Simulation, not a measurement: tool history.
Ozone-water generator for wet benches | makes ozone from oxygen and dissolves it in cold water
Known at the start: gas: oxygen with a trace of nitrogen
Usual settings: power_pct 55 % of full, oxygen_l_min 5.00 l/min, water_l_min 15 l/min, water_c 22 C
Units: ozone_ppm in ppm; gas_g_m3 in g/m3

Run 1, day 0.000: usual settings. Result: ozone_ppm 19.4 ppm, gas_g_m3 205.3 g/m3.
Run 2, day 1.342: usual settings but water_c 18 C. Result: ozone_ppm 20.5 ppm, gas_g_m3 205.0 g/m3.
Run 3, day 3.188: usual settings. Result: ozone_ppm 19.3 ppm, gas_g_m3 203.7 g/m3.
Run 4, day 4.583: usual settings. Result: ozone_ppm 19.3 ppm, gas_g_m3 205.6 g/m3.
Run 5, day 5.650: usual settings but power_pct 69 % of full. Result: ozone_ppm 23.4 ppm, gas_g_m3 252.3 g/m3.
Run 6, day 8.242: usual settings but power_pct 69 % of full. Result: ozone_ppm 23.7 ppm, gas_g_m3 250.6 g/m3.
Run 7, day 9.962: usual settings but water_c 18 C. Result: ozone_ppm 20.3 ppm, gas_g_m3 202.4 g/m3.
Run 8, day 12.204: usual settings but water_c 18 C. Result: ozone_ppm 20.5 ppm, gas_g_m3 203.6 g/m3.
Run 9, day 14.279: usual settings. Result: ozone_ppm 19.1 ppm, gas_g_m3 204.3 g/m3.
Run 10, day 16.921: usual settings. Result: ozone_ppm 19.0 ppm, gas_g_m3 203.0 g/m3.
Run 11, day 19.525: usual settings. Result: ozone_ppm 19.4 ppm, gas_g_m3 203.8 g/m3.
Run 12, day 20.921: usual settings. Result: ozone_ppm 19.0 ppm, gas_g_m3 202.7 g/m3.
Run 13, day 22.600: usual settings but power_pct 89 % of full, water_c 18 C. Result: ozone_ppm 31.5 ppm, gas_g_m3 312.3 g/m3.
At day 23.400: contactor cleaned.
Run 14, day 24.625: usual settings but power_pct 43 % of full, oxygen_l_min 6.36 l/min, water_c 28 C. Result: ozone_ppm 14.0 ppm, gas_g_m3 147.0 g/m3.
Run 15, day 26.871: usual settings but power_pct 78 % of full, oxygen_l_min 8.04 l/min, water_l_min 18 l/min, water_c 15 C. Result: ozone_ppm 26.8 ppm, gas_g_m3 226.3 g/m3.
Run 16, day 28.108: usual settings but power_pct 78 % of full, oxygen_l_min 8.04 l/min, water_l_min 18 l/min, water_c 15 C. Result: ozone_ppm 27.2 ppm, gas_g_m3 226.2 g/m3.
Run 17, day 30.492: usual settings but power_pct 78 % of full, oxygen_l_min 8.04 l/min, water_l_min 18 l/min, water_c 15 C. Result: ozone_ppm 26.8 ppm, gas_g_m3 226.4 g/m3.
Run 18, day 32.883: usual settings but water_l_min 11 l/min, water_c 20 C. Result: ozone_ppm 24.7 ppm, gas_g_m3 200.3 g/m3.
Run 19, day 34.038: usual settings but power_pct 59 % of full, oxygen_l_min 5.48 l/min, water_l_min 18 l/min, water_c 15 C. Result: ozone_ppm 20.6 ppm, gas_g_m3 208.2 g/m3.
Run 20, day 36.650: usual settings but power_pct 92 % of full, oxygen_l_min 5.48 l/min, water_l_min 11 l/min, water_c 24 C. Result: ozone_ppm 35.1 ppm, gas_g_m3 306.9 g/m3.

Run 21 comes next. What will it give?
Run 21, day 37.792: usual settings but power_pct 92 % of full, oxygen_l_min 5.48 l/min, water_l_min 11 l/min, water_c 24 C. Result: ozone_ppm ?, gas_g_m3 ?.

Run 21 gave ozone_ppm 35.5 ppm, gas_g_m3 304.5 g/m3.
Without the tool's hidden state the same run would have given ozone_ppm 36.6 ppm, gas_g_m3 311.2 g/m3.
